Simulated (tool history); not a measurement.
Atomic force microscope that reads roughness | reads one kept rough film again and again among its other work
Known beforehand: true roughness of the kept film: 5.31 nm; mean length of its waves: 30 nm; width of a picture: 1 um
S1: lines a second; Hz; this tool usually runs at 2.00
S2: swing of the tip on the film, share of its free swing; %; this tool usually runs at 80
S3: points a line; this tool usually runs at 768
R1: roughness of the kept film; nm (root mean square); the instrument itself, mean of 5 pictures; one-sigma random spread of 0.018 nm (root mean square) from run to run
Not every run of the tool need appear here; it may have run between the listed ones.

run 1 day=0.000 | S1=2.00 S2=80 S3=768 | R1=4.459
run 2 day=1.708 | S1=2.00 S2=80 S3=768 | R1=4.227
run 3 day=3.367 | S1=2.00 S2=80 S3=768 | R1=4.011
run 4 day=4.475 | S1=2.00 S2=80 S3=768 | R1=3.897
run 5 day=6.254 | S1=2.00 S2=80 S3=768 | R1=3.712
-- day=6.762 new tip fitted
run 6 day=7.142 | S1=2.00 S2=80 S3=827 | R1=4.446
run 7 day=8.383 | S1=2.00 S2=80 S3=768 | R1=4.285
run 8 day=10.092 | S1=2.00 S2=80 S3=768 | R1=4.007
run 9 day=11.808 | S1=2.00 S2=80 S3=768 | R1=3.778
run 10 day=13.338 | S1=2.00 S2=80 S3=768 | R1=3.640
-- day=13.700 new tip fitted
run 11 day=14.450 | S1=2.00 S2=80 S3=768 | R1=4.390
run 12 day=16.100 | S1=2.00 S2=80 S3=768 | R1=4.126
run 13 day=17.075 | S1=2.00 S2=80 S3=768 | R1=3.980
run 14 day=18.667 | S1=2.00 S2=80 S3=768 | R1=3.857
run 15 day=20.229 | S1=2.00 S2=80 S3=335 | R1=3.603
-- day=20.579 new tip fitted
run 16 day=21.696 | S1=2.00 S2=80 S3=335 | R1=4.297
run 17 day=22.512 | S1=2.00 S2=80 S3=349 | R1=4.173
run 18 day=23.400 | S1=2.23 S2=80 S3=768 | R1=4.060
run 19 day=24.575 | S1=1.42 S2=66 S3=827 | R1=4.091
run 20 day=25.746 | S1=1.42 S2=66 S3=827 | R1=3.953
run 21 day=26.996 | S1=0.78 S2=56 S3=768 | R1=3.905
-- day=27.462 new tip fitted
run 22 day=28.317 | S1=1.38 S2=67 S3=289 | R1=4.501
run 23 day=30.046 | S1=2.74 S2=72 S3=424 | R1=4.180
run 24 day=31.479 | S1=3.99 S2=68 S3=972 | R1=3.979
run 25 day=32.250 | S1=2.00 S2=79 S3=313 | R1=3.904
run 26 day=33.075 | S1=2.00 S2=79 S3=313 | R1=3.755
-- day=34.433 new tip fitted
run 27 day=34.446 | S1=2.00 S2=79 S3=313 | R1=4.474
run 28 day=35.829 | S1=2.00 S2=79 S3=313 | R1=4.313
run 29 day=36.800 | S1=3.23 S2=69 S3=876 | R1=4.209
run 30 day=38.142 | S1=2.35 S2=78 S3=876 | R1=4.024
run 31 day=38.983 | S1=0.57 S2=55 S3=775 | R1=4.157
run 32 day=40.654 | S1=1.23 S2=58 S3=699 | R1=3.944

Here are 5 independent what-if runs from the current tool condition. What would each one return?
-- day=41.342 new tip fitted
run A day=42.438 | S1=0.50 S2=78 S3=527 | R1=?
-- day=41.342 new tip fitted
run B day=42.438 | S1=0.63 S2=58 S3=273 | R1=?
-- day=41.342 new tip fitted
run C day=42.438 | S1=1.23 S2=78 S3=314 | R1=?
-- day=41.342 new tip fitted
run D day=42.438 | S1=3.96 S2=71 S3=768 | R1=?
-- day=41.342 new tip fitted
run E day=42.438 | S1=2.00 S2=62 S3=264 | R1=?

run=A R1=4.503
run=B R1=4.559
run=C R1=4.434
run=D R1=4.272
run=E R1=4.458
Without the tool's unlogged condition, the same runs would have read:
run=A R1=4.635
run=B R1=4.693
run=C R1=4.564
run=D R1=4.397
run=E R1=4.589
